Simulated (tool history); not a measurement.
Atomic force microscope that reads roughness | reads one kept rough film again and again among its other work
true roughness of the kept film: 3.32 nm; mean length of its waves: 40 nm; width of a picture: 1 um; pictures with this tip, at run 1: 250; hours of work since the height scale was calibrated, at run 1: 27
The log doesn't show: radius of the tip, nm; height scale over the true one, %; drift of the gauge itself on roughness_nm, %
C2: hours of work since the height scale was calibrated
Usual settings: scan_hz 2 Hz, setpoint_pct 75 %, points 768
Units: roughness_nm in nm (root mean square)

{"run": 1, "hour": 0.0, "scan_hz": 2, "setpoint_pct": 75, "points": 768, "pictures with this tip": 250, "C2": 27, "roughness_nm": 2.771}
{"run": 2, "hour": 6.3, "scan_hz": 2, "setpoint_pct": 75, "points": 768, "pictures with this tip": 261, "C2": 31, "roughness_nm": 2.738}
{"hour": 18.0, "done": "new tip fitted"}
{"run": 3, "hour": 22.0, "scan_hz": 2, "setpoint_pct": 75, "points": 292, "pictures with this tip": 7, "C2": 42, "roughness_nm": 2.773}
{"run": 4, "hour": 28.6, "scan_hz": 2, "setpoint_pct": 75, "points": 292, "pictures with this tip": 18, "C2": 46, "roughness_nm": 2.752}
{"run": 5, "hour": 37.8, "scan_hz": 2, "setpoint_pct": 75, "points": 292, "pictures with this tip": 34, "C2": 52, "roughness_nm": 2.75}
{"run": 6, "hour": 45.0, "scan_hz": 2, "setpoint_pct": 75, "points": 292, "pictures with this tip": 47, "C2": 57, "roughness_nm": 2.744}
{"run": 7, "hour": 55.9, "scan_hz": 2, "setpoint_pct": 75, "points": 292, "pictures with this tip": 66, "C2": 65, "roughness_nm": 2.762}
{"run": 8, "hour": 62.7, "scan_hz": 2, "setpoint_pct": 73, "points": 292, "pictures with this tip": 78, "C2": 69, "roughness_nm": 2.791}
{"run": 9, "hour": 70.4, "scan_hz": 2, "setpoint_pct": 66, "points": 768, "pictures with this tip": 91, "C2": 75, "roughness_nm": 2.862}
{"run": 10, "hour": 82.3, "scan_hz": 2, "setpoint_pct": 75, "points": 872, "pictures with this tip": 112, "C2": 83, "roughness_nm": 2.766}
{"run": 11, "hour": 93.1, "scan_hz": 2, "setpoint_pct": 75, "points": 872, "pictures with this tip": 131, "C2": 90, "roughness_nm": 2.768}
{"run": 12, "hour": 106.1, "scan_hz": 2, "setpoint_pct": 75, "points": 768, "pictures with this tip": 153, "C2": 99, "roughness_nm": 2.762}
{"run": 13, "hour": 119.7, "scan_hz": 2, "setpoint_pct": 69, "points": 768, "pictures with this tip": 177, "C2": 108, "roughness_nm": 2.857}
{"run": 14, "hour": 127.0, "scan_hz": 2, "setpoint_pct": 69, "points": 768, "pictures with this tip": 190, "C2": 113, "roughness_nm": 2.838}
{"run": 15, "hour": 141.8, "scan_hz": 2, "setpoint_pct": 75, "points": 768, "pictures with this tip": 216, "C2": 123, "roughness_nm": 2.774}
{"run": 16, "hour": 153.3, "scan_hz": 2, "setpoint_pct": 75, "points": 768, "pictures with this tip": 236, "C2": 131, "roughness_nm": 2.744}
{"run": 17, "hour": 163.9, "scan_hz": 2, "setpoint_pct": 75, "points": 768, "pictures with this tip": 254, "C2": 138, "roughness_nm": 2.75}
{"run": 18, "hour": 174.1, "scan_hz": 2, "setpoint_pct": 75, "points": 768, "pictures with this tip": 272, "C2": 145, "roughness_nm": 2.745}
{"hour": 179.7, "done": "new tip fitted"}
{"run": 19, "hour": 186.7, "scan_hz": 2, "setpoint_pct": 75, "points": 768, "pictures with this tip": 12, "C2": 153, "roughness_nm": 2.775}
{"run": 20, "hour": 198.9, "scan_hz": 2, "setpoint_pct": 75, "points": 768, "pictures with this tip": 34, "C2": 161, "roughness_nm": 2.788}
{"run": 21, "hour": 209.0, "scan_hz": 2, "setpoint_pct": 75, "points": 768, "pictures with this tip": 51, "C2": 168, "roughness_nm": 2.759}
{"run": 22, "hour": 218.7, "scan_hz": 2, "setpoint_pct": 75, "points": 768, "pictures with this tip": 68, "C2": 175, "roughness_nm": 2.767}
{"run": 23, "hour": 229.8, "scan_hz": 2, "setpoint_pct": 69, "points": 768, "pictures with this tip": 88, "C2": 182, "roughness_nm": 2.843}
{"run": 24, "hour": 237.4, "scan_hz": 2.19, "setpoint_pct": 89, "points": 828, "pictures with this tip": 101, "C2": 188, "roughness_nm": 2.485}
{"run": 25, "hour": 251.3, "scan_hz": 2.19, "setpoint_pct": 89, "points": 828, "pictures with this tip": 125, "C2": 197, "roughness_nm": 2.479}
{"run": 26, "hour": 260.0, "scan_hz": 2, "setpoint_pct": 83, "points": 430, "pictures with this tip": 140, "C2": 203, "roughness_nm": 2.626}
{"run": 27, "hour": 267.0, "scan_hz": 2, "setpoint_pct": 83, "points": 430, "pictures with this tip": 153, "C2": 208, "roughness_nm": 2.649}
{"run": 28, "hour": 277.1, "scan_hz": 0.72, "setpoint_pct": 83, "points": 475, "pictures with this tip": 170, "C2": 215, "roughness_nm": 2.893}
{"run": 29, "hour": 287.8, "scan_hz": 0.72, "setpoint_pct": 83, "points": 475, "pictures with this tip": 189, "C2": 222, "roughness_nm": 2.88}
{"run": 30, "hour": 301.6, "scan_hz": 0.69, "setpoint_pct": 75, "points": 768, "pictures with this tip": 213, "C2": 231, "roughness_nm": 2.961}
{"run": 31, "hour": 309.2, "scan_hz": 0.69, "setpoint_pct": 75, "points": 549, "pictures with this tip": 226, "C2": 236, "roughness_nm": 2.941}
{"run": 32, "hour": 324.4, "scan_hz": 2, "setpoint_pct": 69, "points": 601, "pictures with this tip": 253, "C2": 247, "roughness_nm": 2.851}
{"run": 33, "hour": 336.4, "scan_hz": 0.86, "setpoint_pct": 79, "points": 762, "pictures with this tip": 274, "C2": 255, "roughness_nm": 2.913}
{"hour": 341.6, "done": "new tip fitted"}
{"run": 34, "hour": 345.1, "scan_hz": 0.86, "setpoint_pct": 85, "points": 454, "pictures with this tip": 6, "C2": 261, "roughness_nm": 2.833}
{"run": 35, "hour": 352.6, "scan_hz": 0.86, "setpoint_pct": 85, "points": 454, "pictures with this tip": 19, "C2": 266, "roughness_nm": 2.853}
{"run": 36, "hour": 366.8, "scan_hz": 0.86, "setpoint_pct": 85, "points": 454, "pictures with this tip": 44, "C2": 275, "roughness_nm": 2.846}
{"run": 37, "hour": 377.0, "scan_hz": 0.86, "setpoint_pct": 85, "points": 454, "pictures with this tip": 62, "C2": 282, "roughness_nm": 2.846}
{"run": 38, "hour": 388.7, "scan_hz": 2.44, "setpoint_pct": 85, "points": 900, "pictures with this tip": 82, "C2": 290, "roughness_nm": 2.527}
{"run": 39, "hour": 400.9, "scan_hz": 0.83, "setpoint_pct": 62, "points": 558, "pictures with this tip": 103, "C2": 298, "roughness_nm": 2.984}
{"run": 40, "hour": 411.2, "scan_hz": 1.08, "setpoint_pct": 62, "points": 317, "pictures with this tip": 121, "C2": 305, "roughness_nm": 2.962}
{"run": 41, "hour": 417.5, "scan_hz": 0.63, "setpoint_pct": 72, "points": 276, "pictures with this tip": 132, "C2": 310, "roughness_nm": 2.954}
{"run": 42, "hour": 430.1, "scan_hz": 1.01, "setpoint_pct": 65, "points": 768, "pictures with this tip": 154, "C2": 318, "roughness_nm": 2.946}
{"run": 43, "hour": 443.4, "scan_hz": 1.92, "setpoint_pct": 69, "points": 703, "pictures with this tip": 178, "C2": 327, "roughness_nm": 2.84}
{"run": 44, "hour": 450.6, "scan_hz": 2.51, "setpoint_pct": 82, "points": 454, "pictures with this tip": 190, "C2": 332, "roughness_nm": 2.576}
{"run": 45, "hour": 457.6, "scan_hz": 0.65, "setpoint_pct": 67, "points": 327, "pictures with this tip": 202, "C2": 337, "roughness_nm": 2.963}

Hidden state at the last listed run before each entry between runs and at the first one after, where it differs:
Between runs 2 and 3: new tip fitted (hour 18)
  radius of the tip, nm: 10.5 -> 10
Between runs 18 and 19: new tip fitted (hour 179.7)
  radius of the tip, nm: 10.5 -> 10
Between runs 33 and 34: new tip fitted (hour 341.6)
  radius of the tip, nm: 10.5 -> 10
